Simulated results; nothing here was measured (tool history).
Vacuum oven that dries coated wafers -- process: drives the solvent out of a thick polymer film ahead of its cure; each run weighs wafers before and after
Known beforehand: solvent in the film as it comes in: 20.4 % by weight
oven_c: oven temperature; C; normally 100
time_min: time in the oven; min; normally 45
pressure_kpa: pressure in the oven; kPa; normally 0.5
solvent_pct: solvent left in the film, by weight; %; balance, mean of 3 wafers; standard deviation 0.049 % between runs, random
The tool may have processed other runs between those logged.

Run 1, hour 0: usual settings. Result: solvent_pct 0.81 %.
Run 2, hour 40.1: usual settings but pressure_kpa 0.577 kPa. Result: solvent_pct 0.92 %.
Run 3, hour 80: usual settings but pressure_kpa 0.577 kPa. Result: solvent_pct 0.87 %.
Run 4, hour 101.9: usual settings. Result: solvent_pct 0.86 %.
Run 5, hour 142.8: usual settings. Result: solvent_pct 0.97 %.
Run 6, hour 170.9: usual settings but oven_c 88 C. Result: solvent_pct 3.05 %.
Run 7, hour 195.5: usual settings. Result: solvent_pct 0.86 %.
Run 8, hour 227.5: usual settings. Result: solvent_pct 0.84 %.
Run 9, hour 259.8: usual settings. Result: solvent_pct 0.92 %.
Run 10, hour 290.6: usual settings. Result: solvent_pct 0.86 %.
Run 11, hour 322.6: usual settings but time_min 29 min. Result: solvent_pct 2.22 %.
Run 12, hour 349.4: usual settings but time_min 29 min. Result: solvent_pct 2.24 %.
Run 13, hour 373.8: usual settings but time_min 29 min. Result: solvent_pct 2.21 %.
Run 14, hour 405.5: usual settings but time_min 29 min. Result: solvent_pct 2.22 %.
Run 15, hour 446.7: usual settings but time_min 29 min. Result: solvent_pct 2.15 %.
Run 16, hour 479.4: usual settings. Result: solvent_pct 0.71 %.
Run 17, hour 523.7: usual settings. Result: solvent_pct 0.83 %.
Run 18, hour 552.5: usual settings. Result: solvent_pct 0.99 %.
Run 19, hour 572.3: usual settings. Result: solvent_pct 0.81 %.
Run 20, hour 614.1: usual settings. Result: solvent_pct 0.79 %.
Run 21, hour 646.6: usual settings. Result: solvent_pct 0.77 %.
Run 22, hour 685.3: usual settings. Result: solvent_pct 0.77 %.
Run 23, hour 709.7: usual settings. Result: solvent_pct 0.81 %.
Run 24, hour 743.2: usual settings but oven_c 97 C, time_min 69 min, pressure_kpa 0.363 kPa. Result: solvent_pct 0.37 %.
Run 25, hour 784.9: usual settings but oven_c 93 C, time_min 49 min, pressure_kpa 0.277 kPa. Result: solvent_pct 1.5 %.
Run 26, hour 824.9: usual settings but oven_c 93 C, time_min 49 min, pressure_kpa 0.277 kPa. Result: solvent_pct 1.51 %.
Run 27, hour 860.3: usual settings but oven_c 93 C, time_min 49 min, pressure_kpa 0.277 kPa. Result: solvent_pct 1.47 %.
Run 28, hour 902: usual settings but oven_c 93 C, time_min 49 min, pressure_kpa 0.277 kPa. Result: solvent_pct 1.93 %.
Run 29, hour 921.8: usual settings but oven_c 92 C, time_min 65 min, pressure_kpa 0.654 kPa. Result: solvent_pct 1.37 %.
Run 30, hour 950.5: usual settings but oven_c 102 C, time_min 74 min, pressure_kpa 0.668 kPa. Result: solvent_pct 0.39 %.
Run 31, hour 969: usual settings but pressure_kpa 1.833 kPa. Result: solvent_pct 1.55 %.
Run 32, hour 999.8: usual settings but oven_c 86 C, time_min 52 min, pressure_kpa 1.042 kPa. Result: solvent_pct 3.78 %.
Run 33, hour 1032.5: usual settings but oven_c 115 C, time_min 24 min, pressure_kpa 0.332 kPa. Result: solvent_pct 0.87 %.
Run 34, hour 1051: usual settings but oven_c 115 C, time_min 52 min, pressure_kpa 1.092 kPa. Result: solvent_pct 0.31 %.
Run 35, hour 1088.7: usual settings but time_min 29 min, pressure_kpa 0.435 kPa. Result: solvent_pct 2.65 %.
Run 36, hour 1111.7: usual settings but oven_c 86 C, time_min 30 min, pressure_kpa 1.176 kPa. Result: solvent_pct 6.92 %.
Run 37, hour 1140.1: usual settings but time_min 24 min, pressure_kpa 0.748 kPa. Result: solvent_pct 3.72 %.
Run 38, hour 1164.5: usual settings but oven_c 109 C, time_min 36 min. Result: solvent_pct 0.61 %.
Run 39, hour 1204.2: usual settings but oven_c 109 C, time_min 36 min. Result: solvent_pct 0.64 %.
Run 40, hour 1238: usual settings but oven_c 109 C, time_min 36 min. Result: solvent_pct 0.69 %.
Run 41, hour 1263.3: usual settings but oven_c 89 C, time_min 77 min. Result: solvent_pct 1.31 %.
Run 42, hour 1285.5: usual settings but oven_c 88 C, time_min 44 min, pressure_kpa 0.251 kPa. Result: solvent_pct 3.65 %.
Run 43, hour 1328.4: usual settings but oven_c 88 C, time_min 44 min, pressure_kpa 0.251 kPa. Result: solvent_pct 3.57 %.
Run 44, hour 1348.5: usual settings but oven_c 95 C, time_min 44 min, pressure_kpa 0.251 kPa. Result: solvent_pct 1.85 %.
Run 45, hour 1373.1: usual settings but oven_c 106 C, time_min 72 min, pressure_kpa 0.258 kPa. Result: solvent_pct 0.21 %.
Run 46, hour 1416: usual settings but oven_c 106 C, time_min 72 min, pressure_kpa 0.258 kPa. Result: solvent_pct 0.21 %.

Removed from this log: 1 entry logged between the listed runs. Between which two listed runs does each belong, and how does the tool's hidden state at the listed run before it compare with that at the listed run after it?
In the gap between runs 27 and 28: oven's thermocouples calibrated (hour 890.6)
  true wafer temperature over the reading, C: 2.05 -> -0.25; true pressure over the reading, kPa: 0.286 -> 0.296
  measured result minus the result with no hidden state, solvent_pct: -0.25 -> +0.17 %
